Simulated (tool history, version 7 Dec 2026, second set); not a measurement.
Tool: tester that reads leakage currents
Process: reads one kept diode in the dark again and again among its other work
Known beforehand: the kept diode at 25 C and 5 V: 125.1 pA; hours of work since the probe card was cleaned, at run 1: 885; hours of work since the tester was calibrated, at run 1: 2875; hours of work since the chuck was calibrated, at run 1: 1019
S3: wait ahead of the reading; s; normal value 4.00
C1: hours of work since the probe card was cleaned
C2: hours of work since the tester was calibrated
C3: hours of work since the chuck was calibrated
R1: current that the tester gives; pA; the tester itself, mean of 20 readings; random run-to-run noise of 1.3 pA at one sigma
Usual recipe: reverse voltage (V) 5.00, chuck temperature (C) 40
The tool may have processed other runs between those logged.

Run 1, hour 0.0: usual settings; C1 885; C2 2875; C3 1019. Result: R1 417.07 pA.
Run 2, hour 77.4: usual settings; C1 943; C2 2933; C3 1078. Result: R1 417.66 pA.
Run 3, hour 164.8: usual settings but S3 1.87 s; C1 1009; C2 3000; C3 1144. Result: R1 415.33 pA.
Run 4, hour 251.7: usual settings but S3 1.87 s; C1 1075; C2 3065; C3 1210. Result: R1 415.57 pA.
Run 5, hour 297.7: usual settings but S3 1.87 s; C1 1110; C2 3100; C3 1245. Result: R1 412.12 pA.
Run 6, hour 347.9: usual settings; C1 1148; C2 3138; C3 1283. Result: R1 414.23 pA.
At hour 355.4: chuck's temperature calibrated.
Run 7, hour 439.2: usual settings; C1 1216; C2 3206; C3 63. Result: R1 401.30 pA.
Run 8, hour 488.7: usual settings but S3 0.46 s; C1 1253; C2 3243; C3 101. Result: R1 402.14 pA.
Run 9, hour 560.0: usual settings but S3 4.91 s; C1 1307; C2 3297; C3 155. Result: R1 398.39 pA.
At hour 600.6: chuck's temperature calibrated, once more.
Run 10, hour 611.3: usual settings but reverse voltage (V) 1.27, S3 2.14 s; C1 1345; C2 3335; C3 8. Result: R1 281.31 pA.
Run 11, hour 713.2: usual settings but reverse voltage (V) 3.15, chuck temperature (C) 25, S3 0.80 s; C1 1422; C2 3412; C3 85. Result: R1 109.18 pA.
Run 12, hour 762.7: usual settings but reverse voltage (V) 2.06, chuck temperature (C) 28, S3 0.62 s; C1 1459; C2 3449; C3 123. Result: R1 121.88 pA.
Run 13, hour 855.4: usual settings but reverse voltage (V) 2.06, chuck temperature (C) 28, S3 0.37 s; C1 1529; C2 3519; C3 193. Result: R1 120.96 pA.

Predict each of these 5 candidate next runs independently; none follows another, all start after run 13:
Run A, hour 958.3: usual settings but reverse voltage (V) 13.27, chuck temperature (C) 42; C1 1607; C2 3597; C3 271. Result: R1 ?.
Run B, hour 958.3: usual settings but reverse voltage (V) 14.90, chuck temperature (C) 28, S3 6.38 s; C1 1607; C2 3597; C3 271. Result: R1 ?.
Run C, hour 958.3: usual settings but reverse voltage (V) 1.34, chuck temperature (C) 43, S3 9.96 s; C1 1607; C2 3597; C3 271. Result: R1 ?.
Run D, hour 958.3: usual settings but reverse voltage (V) 3.80, chuck temperature (C) 52, S3 0.37 s; C1 1607; C2 3597; C3 271. Result: R1 ?.
Run E, hour 958.3: usual settings but reverse voltage (V) 1.70, chuck temperature (C) 44, S3 0.79 s; C1 1607; C2 3597; C3 271. Result: R1 ?.

run       R1
  A   706.69
  B   238.17
  C   356.47
  D  1007.53
  E   417.69
Take away the tool's hidden state, keep each run's random variation, and the runs would have read:
run       R1
  A   714.20
  B   234.00
  C   363.80
  D  1027.41
  E   426.15
